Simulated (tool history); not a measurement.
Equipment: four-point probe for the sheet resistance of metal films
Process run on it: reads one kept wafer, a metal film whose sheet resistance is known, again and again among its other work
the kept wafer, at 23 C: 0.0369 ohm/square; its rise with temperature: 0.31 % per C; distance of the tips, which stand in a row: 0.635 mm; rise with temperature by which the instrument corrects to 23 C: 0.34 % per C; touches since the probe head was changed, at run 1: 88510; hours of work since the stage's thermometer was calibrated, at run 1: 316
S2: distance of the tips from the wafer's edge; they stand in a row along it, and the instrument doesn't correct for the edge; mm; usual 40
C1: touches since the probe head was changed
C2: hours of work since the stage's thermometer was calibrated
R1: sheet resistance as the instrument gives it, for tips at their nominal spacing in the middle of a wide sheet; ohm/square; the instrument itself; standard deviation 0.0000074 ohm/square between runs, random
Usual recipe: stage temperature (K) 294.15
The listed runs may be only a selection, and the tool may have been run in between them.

{"run": 1, "hour": 0.0, "stage temperature (K)": 294.15, "S2": 40, "C1": 88510, "C2": 316, "R1": 0.036927}
{"run": 2, "hour": 83.5, "stage temperature (K)": 294.15, "S2": 40, "C1": 90802, "C2": 358, "R1": 0.03693}
{"run": 3, "hour": 172.9, "stage temperature (K)": 294.15, "S2": 40, "C1": 93257, "C2": 402, "R1": 0.036935}
{"run": 4, "hour": 247.7, "stage temperature (K)": 294.15, "S2": 40, "C1": 95312, "C2": 439, "R1": 0.03693}
{"run": 5, "hour": 294.4, "stage temperature (K)": 294.15, "S2": 5, "C1": 96594, "C2": 462, "R1": 0.03724}
{"run": 6, "hour": 401.0, "stage temperature (K)": 294.15, "S2": 7, "C1": 99521, "C2": 515, "R1": 0.037092}
{"run": 7, "hour": 455.8, "stage temperature (K)": 294.15, "S2": 40, "C1": 101025, "C2": 542, "R1": 0.036945}
{"run": 8, "hour": 563.1, "stage temperature (K)": 294.15, "S2": 40, "C1": 103971, "C2": 595, "R1": 0.036943}
{"run": 9, "hour": 637.3, "stage temperature (K)": 294.15, "S2": 40, "C1": 106008, "C2": 631, "R1": 0.036937}
{"run": 10, "hour": 724.9, "stage temperature (K)": 294.15, "S2": 40, "C1": 108414, "C2": 675, "R1": 0.036914}
{"run": 11, "hour": 802.0, "stage temperature (K)": 300.15, "S2": 3, "C1": 110532, "C2": 713, "R1": 0.037716}
{"run": 12, "hour": 869.7, "stage temperature (K)": 295.15, "S2": 9, "C1": 112389, "C2": 746, "R1": 0.036996}
{"run": 13, "hour": 959.1, "stage temperature (K)": 295.15, "S2": 9, "C1": 114843, "C2": 790, "R1": 0.037017}
{"run": 14, "hour": 1026.8, "stage temperature (K)": 295.15, "S2": 9, "C1": 116703, "C2": 824, "R1": 0.03703}
{"run": 15, "hour": 1117.2, "stage temperature (K)": 295.15, "S2": 13, "C1": 119184, "C2": 869, "R1": 0.036956}
{"run": 16, "hour": 1173.6, "stage temperature (K)": 294.15, "S2": 45, "C1": 120734, "C2": 896, "R1": 0.036927}
{"run": 17, "hour": 1243.6, "stage temperature (K)": 294.15, "S2": 45, "C1": 122654, "C2": 931, "R1": 0.03693}

3 ways to go on from here, each from the tool as it stands after run 17. What would each give?
{"run": "A", "hour": 1352.2, "stage temperature (K)": 294.15, "S2": 10, "C1": 125636, "C2": 985, "R1": "?"}
{"run": "B", "hour": 1352.2, "stage temperature (K)": 304.15, "S2": 7, "C1": 125636, "C2": 985, "R1": "?"}
{"run": "C", "hour": 1352.2, "stage temperature (K)": 292.15, "S2": 45, "C1": 125636, "C2": 985, "R1": "?"}

run=A R1=0.03701
run=B R1=0.036952
run=C R1=0.036956
Without the tool's unlogged condition, the same runs would have read:
run=A R1=0.037012
run=B R1=0.036954
run=C R1=0.036958
